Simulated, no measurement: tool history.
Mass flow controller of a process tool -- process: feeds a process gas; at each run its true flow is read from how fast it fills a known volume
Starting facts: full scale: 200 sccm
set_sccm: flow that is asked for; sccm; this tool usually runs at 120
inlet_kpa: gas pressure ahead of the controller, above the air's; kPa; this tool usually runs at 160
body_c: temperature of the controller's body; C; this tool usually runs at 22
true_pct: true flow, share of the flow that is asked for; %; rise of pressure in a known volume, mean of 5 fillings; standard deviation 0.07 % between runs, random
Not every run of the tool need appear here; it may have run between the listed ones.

run 1 day=0.000 | set_sccm=120 inlet_kpa=160 body_c=22 | true_pct=98.58
run 2 day=1.854 | set_sccm=120 inlet_kpa=160 body_c=22 | true_pct=98.55
run 3 day=4.158 | set_sccm=120 inlet_kpa=160 body_c=22 | true_pct=98.64
run 4 day=5.912 | set_sccm=120 inlet_kpa=160 body_c=22 | true_pct=98.69
run 5 day=9.350 | set_sccm=120 inlet_kpa=160 body_c=24 | true_pct=98.67
run 6 day=11.229 | set_sccm=120 inlet_kpa=160 body_c=24 | true_pct=98.68
run 7 day=13.675 | set_sccm=120 inlet_kpa=160 body_c=24 | true_pct=98.68
run 8 day=15.192 | set_sccm=120 inlet_kpa=140 body_c=24 | true_pct=98.71
run 9 day=17.696 | set_sccm=120 inlet_kpa=140 body_c=24 | true_pct=98.51
run 10 day=19.792 | set_sccm=120 inlet_kpa=140 body_c=24 | true_pct=98.65
run 11 day=22.358 | set_sccm=120 inlet_kpa=160 body_c=22 | true_pct=98.41
run 12 day=24.554 | set_sccm=120 inlet_kpa=160 body_c=22 | true_pct=98.55
run 13 day=26.812 | set_sccm=120 inlet_kpa=160 body_c=22 | true_pct=98.43
run 14 day=30.062 | set_sccm=44 inlet_kpa=160 body_c=22 | true_pct=97.93
run 15 day=31.967 | set_sccm=24 inlet_kpa=160 body_c=22 | true_pct=98.39
run 16 day=34.208 | set_sccm=24 inlet_kpa=160 body_c=22 | true_pct=98.48
run 17 day=35.704 | set_sccm=120 inlet_kpa=160 body_c=26 | true_pct=98.81
run 18 day=38.946 | set_sccm=120 inlet_kpa=160 body_c=26 | true_pct=98.67
run 19 day=42.121 | set_sccm=120 inlet_kpa=160 body_c=26 | true_pct=98.71
run 20 day=44.379 | set_sccm=36 inlet_kpa=150 body_c=26 | true_pct=98.45
run 21 day=46.829 | set_sccm=36 inlet_kpa=150 body_c=26 | true_pct=98.40
run 22 day=50.262 | set_sccm=36 inlet_kpa=150 body_c=26 | true_pct=98.45
run 23 day=52.338 | set_sccm=36 inlet_kpa=150 body_c=26 | true_pct=98.58
run 24 day=55.338 | set_sccm=36 inlet_kpa=243 body_c=26 | true_pct=98.13
run 25 day=56.946 | set_sccm=138 inlet_kpa=160 body_c=22 | true_pct=98.71
run 26 day=60.092 | set_sccm=163 inlet_kpa=160 body_c=33 | true_pct=99.31
run 27 day=62.038 | set_sccm=152 inlet_kpa=148 body_c=22 | true_pct=98.65
run 28 day=63.771 | set_sccm=51 inlet_kpa=189 body_c=27 | true_pct=98.08
run 29 day=65.721 | set_sccm=120 inlet_kpa=205 body_c=35 | true_pct=98.91
run 30 day=68.933 | set_sccm=64 inlet_kpa=280 body_c=29 | true_pct=97.96
run 31 day=71.154 | set_sccm=40 inlet_kpa=280 body_c=38 | true_pct=98.51
run 32 day=72.833 | set_sccm=24 inlet_kpa=217 body_c=33 | true_pct=99.13
run 33 day=74.721 | set_sccm=190 inlet_kpa=217 body_c=33 | true_pct=99.36
run 34 day=76.304 | set_sccm=40 inlet_kpa=264 body_c=22 | true_pct=97.80
run 35 day=78.112 | set_sccm=186 inlet_kpa=245 body_c=30 | true_pct=98.94
run 36 day=79.533 | set_sccm=120 inlet_kpa=219 body_c=23 | true_pct=98.14
run 37 day=81.758 | set_sccm=73 inlet_kpa=160 body_c=31 | true_pct=98.41
run 38 day=84.496 | set_sccm=33 inlet_kpa=230 body_c=22 | true_pct=98.22

Below are 5 alternative next runs, each starting from the tool's condition after run 38. Predict each:
run A day=86.654 | set_sccm=82 inlet_kpa=230 body_c=28 | true_pct=?
run B day=86.654 | set_sccm=33 inlet_kpa=156 body_c=38 | true_pct=?
run C day=86.654 | set_sccm=112 inlet_kpa=145 body_c=39 | true_pct=?
run D day=86.654 | set_sccm=48 inlet_kpa=163 body_c=21 | true_pct=?
run E day=86.654 | set_sccm=120 inlet_kpa=160 body_c=24 | true_pct=?

run=A true_pct=98.17
run=B true_pct=99.08
run=C true_pct=99.12
run=D true_pct=98.06
run=E true_pct=98.38
Stripped of hidden state, with their random variation kept, the same runs would have yielded:
run=A true_pct=98.62
run=B true_pct=98.48
run=C true_pct=99.77
run=D true_pct=98.01
run=E true_pct=99.05
